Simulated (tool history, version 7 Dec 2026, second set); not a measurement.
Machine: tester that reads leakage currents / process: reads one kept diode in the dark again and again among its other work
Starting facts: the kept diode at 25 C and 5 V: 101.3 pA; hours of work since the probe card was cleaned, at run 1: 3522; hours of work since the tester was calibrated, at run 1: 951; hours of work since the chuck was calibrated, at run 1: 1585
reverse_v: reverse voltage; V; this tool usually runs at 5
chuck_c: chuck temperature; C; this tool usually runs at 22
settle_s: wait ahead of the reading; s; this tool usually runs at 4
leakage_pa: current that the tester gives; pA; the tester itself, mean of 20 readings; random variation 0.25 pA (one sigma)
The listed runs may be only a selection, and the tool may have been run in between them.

| run | hour | reverse_v | chuck_c | settle_s | hours of work since the probe card was cleaned | hours of work since the tester was calibrated | hours of work since the chuck was calibrated | leakage_pa |
|---|---|---|---|---|---|---|---|---|
| 1 | 0 | 5 | 22 | 4 | 3522 | 951 | 1585 | 80.23 |
| 2 | 59.3 | 5 | 22 | 4 | 3567 | 995 | 1629 | 80.1 |
|  | 69.3 | probe card cleaned and baked |
| 3 | 146.5 | 5 | 22 | 4 | 58 | 1059 | 1693 | 80.42 |
| 4 | 277.4 | 5 | 22 | 4 | 157 | 1157 | 1791 | 80.09 |
|  | 316.3 | chuck's temperature calibrated |
| 5 | 365.8 | 5 | 22 | 4 | 222 | 1222 | 37 | 79.94 |
| 6 | 478.8 | 5 | 22 | 4 | 307 | 1307 | 122 | 80.7 |
| 7 | 556.3 | 5 | 22 | 4 | 365 | 1366 | 181 | 80.18 |
| 8 | 673.5 | 6.44 | 24 | 0.54 | 453 | 1454 | 269 | 108.73 |
| 9 | 768.1 | 6.44 | 24 | 0.54 | 524 | 1525 | 340 | 108.96 |
| 10 | 896.3 | 2.43 | 41 | 0.54 | 621 | 1621 | 436 | 221.22 |

Below are 3 alternative next runs, each starting from the tool's condition after run 10. Predict each:
| A | 1017.5 | 5 | 22 | 3.66 | 712 | 1713 | 528 | ? |
| B | 1017.5 | 1.93 | 44 | 6.52 | 712 | 1713 | 528 | ? |
| C | 1017.5 | 2.43 | 41 | 6.91 | 712 | 1713 | 528 | ? |

| run | leakage_pa |
|---|---|
| A | 80.22 |
| B | 240.37 |
| C | 223.01 |
With no hidden state in the tool, these same runs would have given:
| run | leakage_pa |
|---|---|
| A | 80.16 |
| B | 240.24 |
| C | 222.88 |
